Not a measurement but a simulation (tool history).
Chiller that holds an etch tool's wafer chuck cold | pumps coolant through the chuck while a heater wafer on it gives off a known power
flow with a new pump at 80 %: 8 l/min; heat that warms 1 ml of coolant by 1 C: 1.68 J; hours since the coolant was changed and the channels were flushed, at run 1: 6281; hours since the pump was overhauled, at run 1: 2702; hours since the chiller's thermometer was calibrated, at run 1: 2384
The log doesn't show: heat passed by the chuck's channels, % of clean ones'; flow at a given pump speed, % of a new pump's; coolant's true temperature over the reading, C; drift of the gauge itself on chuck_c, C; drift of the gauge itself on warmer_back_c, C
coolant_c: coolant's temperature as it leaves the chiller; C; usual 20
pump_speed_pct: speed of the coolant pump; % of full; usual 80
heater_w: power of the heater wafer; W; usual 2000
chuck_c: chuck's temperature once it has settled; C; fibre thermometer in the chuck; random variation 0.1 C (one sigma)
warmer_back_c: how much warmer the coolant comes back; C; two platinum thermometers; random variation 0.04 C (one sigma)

run	hour	coolant_c	pump_speed_pct	heater_w	hours since the coolant was changed and the channels were flushed	hours since the pump was overhauled	hours since the chiller's thermometer was calibrated	chuck_c	warmer_back_c
1	0	20	80	2000	6281	2702	2384	42	8.98
2	117.5	23	80	2000	6398	2819	2501	44.9	8.97
3	213.9	20	80	2000	6494	2916	2598	41.9	8.99
4	322.6	20	80	2000	6603	3024	2707	41.8	8.94
5	433.7	20	80	2000	6714	3136	2818	41.9	8.94
6	533.8	20	72	2000	6814	3236	2918	43.2	9.98
7	634.3	20	72	2000	6915	3336	3018	43.4	9.85
8	707.8	20	72	2000	6988	3410	3092	43.3	9.94
9	804	20	72	2000	7085	3506	3188	43.3	9.96
10	901	20	72	2000	7182	3603	3285	43.3	9.84
11	997.1	15	72	2000	7278	3699	3381	38.2	9.91
12	1050.1	14	80	1242	7331	3752	3434	27.6	5.56
13	1156	14	74	1468	7437	3858	3540	30.9	7.1

3 ways to go on from here, each from the tool as it stands after run 13. What would each give?
A	1260.4	20	91	2000	7541	3962	3644	?	?
B	1260.4	23	84	2000	7541	3962	3644	?	?
C	1260.4	10	80	2000	7541	3962	3644	?	?

run	chuck_c	warmer_back_c
A	40.5	7.81
B	44.3	8.54
C	31.9	8.95
Without the tool's hidden state the same runs would have given:
run	chuck_c	warmer_back_c
A	40.5	7.81
B	44.3	8.54
C	31.9	8.95
